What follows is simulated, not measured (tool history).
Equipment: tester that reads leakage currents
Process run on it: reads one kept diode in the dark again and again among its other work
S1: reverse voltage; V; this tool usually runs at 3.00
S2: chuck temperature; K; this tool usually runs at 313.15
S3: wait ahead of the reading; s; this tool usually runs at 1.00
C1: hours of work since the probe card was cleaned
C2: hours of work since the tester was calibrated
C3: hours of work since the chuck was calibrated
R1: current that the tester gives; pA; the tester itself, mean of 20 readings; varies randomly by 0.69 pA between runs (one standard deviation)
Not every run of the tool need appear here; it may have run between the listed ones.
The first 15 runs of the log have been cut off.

run 16 day=104.225 | S1=3.62 S2=313.15 S3=1.00 | C1=172 C2=4282 C3=669 | R1=342.40
run 17 day=111.592 | S1=3.00 S2=313.15 S3=4.99 | C1=286 C2=4396 C3=783 | R1=326.03
-- day=113.967 chuck's temperature calibrated, once more
run 18 day=119.329 | S1=3.00 S2=313.15 S3=4.99 | C1=404 C2=4514 C3=83 | R1=230.89
run 19 day=128.521 | S1=3.00 S2=313.15 S3=4.99 | C1=546 C2=4656 C3=225 | R1=233.63
run 20 day=134.350 | S1=1.11 S2=327.15 S3=4.07 | C1=636 C2=4746 C3=315 | R1=431.46
run 21 day=143.450 | S1=17.70 S2=306.15 S3=6.02 | C1=776 C2=4887 C3=455 | R1=267.68
run 22 day=153.667 | S1=13.08 S2=313.15 S3=4.70 | C1=934 C2=5044 C3=613 | R1=402.62
run 23 day=161.129 | S1=2.84 S2=299.15 S3=0.88 | C1=1049 C2=5160 C3=728 | R1=86.07
run 24 day=166.304 | S1=16.44 S2=296.15 S3=1.00 | C1=1129 C2=5239 C3=808 | R1=130.28
run 25 day=170.729 | S1=3.00 S2=310.15 S3=7.26 | C1=1197 C2=5308 C3=876 | R1=197.25
run 26 day=177.008 | S1=14.93 S2=313.15 S3=0.37 | C1=1294 C2=5405 C3=973 | R1=436.35
-- day=185.283 tester calibrated
run 27 day=186.917 | S1=1.78 S2=313.15 S3=1.00 | C1=1446 C2=25 C3=1125 | R1=206.59
run 28 day=197.125 | S1=17.16 S2=299.15 S3=0.43 | C1=1604 C2=183 C3=1282 | R1=173.41
run 29 day=203.571 | S1=17.16 S2=299.15 S3=0.43 | C1=1703 C2=282 C3=1382 | R1=174.90
run 30 day=211.462 | S1=1.61 S2=313.15 S3=1.00 | C1=1825 C2=404 C3=1504 | R1=206.16
-- day=217.762 probe card cleaned and baked
run 31 day=219.183 | S1=6.72 S2=322.15 S3=3.57 | C1=22 C2=521 C3=1621 | R1=619.59
run 32 day=224.362 | S1=3.00 S2=313.15 S3=2.21 | C1=102 C2=601 C3=1701 | R1=255.36

Run 33 has not been measured yet. What should we expect?
run 33 day=231.850 | S1=3.00 S2=313.15 S3=1.76 | C1=217 C2=717 C3=1817 | R1=?

Run 33 measured R1 257.35 pA.
With no hidden state in the tool, this same run would have given R1 228.51 pA.
